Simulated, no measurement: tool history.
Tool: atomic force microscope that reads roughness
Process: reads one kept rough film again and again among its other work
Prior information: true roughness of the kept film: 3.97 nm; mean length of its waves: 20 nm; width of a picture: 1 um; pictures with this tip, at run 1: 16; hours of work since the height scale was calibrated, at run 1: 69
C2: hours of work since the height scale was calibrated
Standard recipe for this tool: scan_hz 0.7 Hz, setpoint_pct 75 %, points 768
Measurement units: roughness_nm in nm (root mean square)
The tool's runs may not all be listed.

Run 1, day 0: usual settings; pictures with this tip 16; C2 69. Result: roughness_nm 2.623 nm (root mean square).
At day 1.425: new tip fitted.
Run 2, day 1.658: usual settings; pictures with this tip 9; C2 97. Result: roughness_nm 2.738 nm (root mean square).
Run 3, day 2.812: usual settings but points 274; pictures with this tip 55; C2 117. Result: roughness_nm 1.87 nm (root mean square).
At day 3.129: new tip fitted.
Run 4, day 3.654: usual settings; pictures with this tip 20; C2 131. Result: roughness_nm 2.548 nm (root mean square).
Run 5, day 4.825: usual settings but setpoint_pct 86 %; pictures with this tip 66; C2 151. Result: roughness_nm 1.823 nm (root mean square).
At day 4.967: new tip fitted.
Run 6, day 5.812: usual settings but points 279; pictures with this tip 33; C2 167. Result: roughness_nm 2.208 nm (root mean square).
At day 6.808: new tip fitted.
Run 7, day 7.058: usual settings but points 279; pictures with this tip 10; C2 188. Result: roughness_nm 2.695 nm (root mean square).
At day 8.6: new tip fitted.
Run 8, day 8.821: usual settings but points 279; pictures with this tip 8; C2 218. Result: roughness_nm 2.683 nm (root mean square).
Run 9, day 9.958: usual settings but points 279; pictures with this tip 53; C2 237. Result: roughness_nm 1.958 nm (root mean square).
At day 10.325: new tip fitted.
Run 10, day 10.996: usual settings but setpoint_pct 85 %, points 279; pictures with this tip 26; C2 255. Result: roughness_nm 2.254 nm (root mean square).
At day 12.121: new tip fitted.
Run 11, day 12.579: usual settings but setpoint_pct 85 %, points 828; pictures with this tip 18; C2 281. Result: roughness_nm 2.468 nm (root mean square).
At day 13.846: new tip fitted.
Run 12, day 14.417: usual settings but scan_hz 0.528 Hz; pictures with this tip 22; C2 312. Result: roughness_nm 2.515 nm (root mean square).
At day 15.588: new tip fitted.
Run 13, day 15.633: usual settings but scan_hz 0.528 Hz; pictures with this tip 1; C2 333. Result: roughness_nm 2.971 nm (root mean square).
Run 14, day 16.879: usual settings but scan_hz 0.528 Hz; pictures with this tip 50; C2 354. Result: roughness_nm 2.032 nm (root mean square).
At day 17.458: new tip fitted.
Run 15, day 17.921: usual settings but scan_hz 0.528 Hz; pictures with this tip 19; C2 371. Result: roughness_nm 2.535 nm (root mean square).
Run 16, day 19.071: usual settings; pictures with this tip 64; C2 391. Result: roughness_nm 1.85 nm (root mean square).
At day 19.217: new tip fitted.
At day 21.021: new tip fitted.
Run 17, day 21.025: usual settings but points 437; pictures with this tip 0; C2 424. Result: roughness_nm 2.879 nm (root mean square).
Run 18, day 22.458: usual settings but points 437; pictures with this tip 57; C2 448. Result: roughness_nm 1.899 nm (root mean square).
At day 22.817: new tip fitted.
Run 19, day 24.038: usual settings but points 437; pictures with this tip 48; C2 475. Result: roughness_nm 2.062 nm (root mean square).
At day 24.533: new tip fitted.
Run 20, day 25.642: usual settings but points 437; pictures with this tip 43; C2 502. Result: roughness_nm 2.199 nm (root mean square).
At day 26.288: new tip fitted.
Run 21, day 27.242: usual settings but points 437; pictures with this tip 38; C2 529. Result: roughness_nm 2.167 nm (root mean square).
At day 28.025: new tip fitted.
Run 22, day 28.829: usual settings but scan_hz 1.965 Hz, points 781; pictures with this tip 31; C2 555. Result: roughness_nm 2.166 nm (root mean square).
At day 29.746: new tip fitted.
Run 23, day 30.871: usual settings but scan_hz 1.975 Hz, setpoint_pct 60 %, points 668; pictures with this tip 44; C2 590. Result: roughness_nm 2.083 nm (root mean square).
At day 31.538: new tip fitted.
Run 24, day 32.421: usual settings but scan_hz 1.975 Hz, setpoint_pct 60 %, points 668; pictures with this tip 35; C2 616. Result: roughness_nm 2.268 nm (root mean square).
At day 33.238: new tip fitted.
Run 25, day 33.804: usual settings but scan_hz 1.363 Hz, setpoint_pct 63 %, points 318; pictures with this tip 22; C2 639. Result: roughness_nm 2.445 nm (root mean square).
At day 34.975: new tip fitted.
Run 26, day 35.817: usual settings but scan_hz 2.437 Hz, setpoint_pct 71 %, points 276; pictures with this tip 33; C2 673. Result: roughness_nm 2.089 nm (root mean square).
At day 36.721: new tip fitted.
Run 27, day 37.438: usual settings but setpoint_pct 55 %; pictures with this tip 28; C2 700. Result: roughness_nm 2.49 nm (root mean square).
At day 37.654: height scale calibrated on a step standard.
At day 38.6: new tip fitted.
Run 28, day 38.817: usual settings but scan_hz 3.526 Hz, setpoint_pct 55 %, points 519; pictures with this tip 8; C2 19. Result: roughness_nm 2.73 nm (root mean square).
At day 40.362: new tip fitted.
Run 29, day 40.671: usual settings but scan_hz 3.526 Hz, setpoint_pct 55 %, points 519; pictures with this tip 12; C2 51. Result: roughness_nm 2.59 nm (root mean square).
Run 30, day 41.704: usual settings but scan_hz 3.065 Hz, setpoint_pct 78 %, points 1006; pictures with this tip 53; C2 68. Result: roughness_nm 1.735 nm (root mean square).
At day 41.908: height scale calibrated on a step standard, once more.
At day 42.225: new tip fitted.
Run 31, day 42.979: usual settings but scan_hz 3.065 Hz, setpoint_pct 78 %, points 1006; pictures with this tip 30; C2 18. Result: roughness_nm 1.913 nm (root mean square).
At day 44.058: new tip fitted.
Run 32, day 44.679: usual settings but scan_hz 0.916 Hz, setpoint_pct 59 %, points 324; pictures with this tip 25; C2 47. Result: roughness_nm 2.416 nm (root mean square).
At day 45.812: new tip fitted.
Run 33, day 46.221: usual settings but scan_hz 1.175 Hz, setpoint_pct 65 %; pictures with this tip 16; C2 73. Result: roughness_nm 2.624 nm (root mean square).
Run 34, day 47.479: usual settings but scan_hz 2.537 Hz, setpoint_pct 65 %, points 900; pictures with this tip 65; C2 94. Result: roughness_nm 1.844 nm (root mean square).
At day 47.617: new tip fitted.
Run 35, day 48.596: usual settings but scan_hz 1.973 Hz, setpoint_pct 64 %, points 900; pictures with this tip 39; C2 113. Result: roughness_nm 2.151 nm (root mean square).
At day 49.454: new tip fitted.
Run 36, day 49.95: usual settings but scan_hz 1.144 Hz, setpoint_pct 79 %; pictures with this tip 19; C2 135. Result: roughness_nm 2.403 nm (root mean square).
Run 37, day 50.996: usual settings but scan_hz 0.605 Hz; pictures with this tip 60; C2 153. Result: roughness_nm 1.926 nm (root mean square).
At day 51.208: new tip fitted.
Run 38, day 51.858: usual settings but scan_hz 2.506 Hz, setpoint_pct 72 %, points 554; pictures with this tip 25; C2 168. Result: roughness_nm 2.204 nm (root mean square).
At day 52.946: new tip fitted.
Run 39, day 52.946: usual settings but scan_hz 2.506 Hz, setpoint_pct 72 %, points 629; pictures with this tip 0; C2 186. Result: roughness_nm 2.716 nm (root mean square).
Run 40, day 54.367: usual settings but scan_hz 2.097 Hz, points 657; pictures with this tip 56; C2 210. Result: roughness_nm 1.785 nm (root mean square).
At day 54.729: new tip fitted.
Run 41, day 56.133: usual settings but setpoint_pct 87 %, points 264; pictures with this tip 55; C2 240. Result: roughness_nm 1.83 nm (root mean square).

Consider 3 possible next runs. They are alternatives, not a sequence: every one starts from the tool as it was left by run 41. What does each give?
At day 56.525: new tip fitted.
Run A, day 57.596: usual settings but scan_hz 1.241 Hz, setpoint_pct 87 %, points 435; pictures with this tip 42; C2 264. Result: roughness_nm ?.
At day 56.525: new tip fitted.
Run B, day 57.596: usual settings but scan_hz 1.192 Hz, setpoint_pct 87 %, points 378; pictures with this tip 42; C2 264. Result: roughness_nm ?.
At day 56.525: new tip fitted.
Run C, day 57.596: usual settings but setpoint_pct 84 %, points 264; pictures with this tip 42; C2 264. Result: roughness_nm ?.

run  roughness_nm
  A         1.969
  B         1.966
  C         2.054
Without the tool's hidden state the same runs would have given:
run  roughness_nm
  A         2.712
  B         2.709
  C         2.832

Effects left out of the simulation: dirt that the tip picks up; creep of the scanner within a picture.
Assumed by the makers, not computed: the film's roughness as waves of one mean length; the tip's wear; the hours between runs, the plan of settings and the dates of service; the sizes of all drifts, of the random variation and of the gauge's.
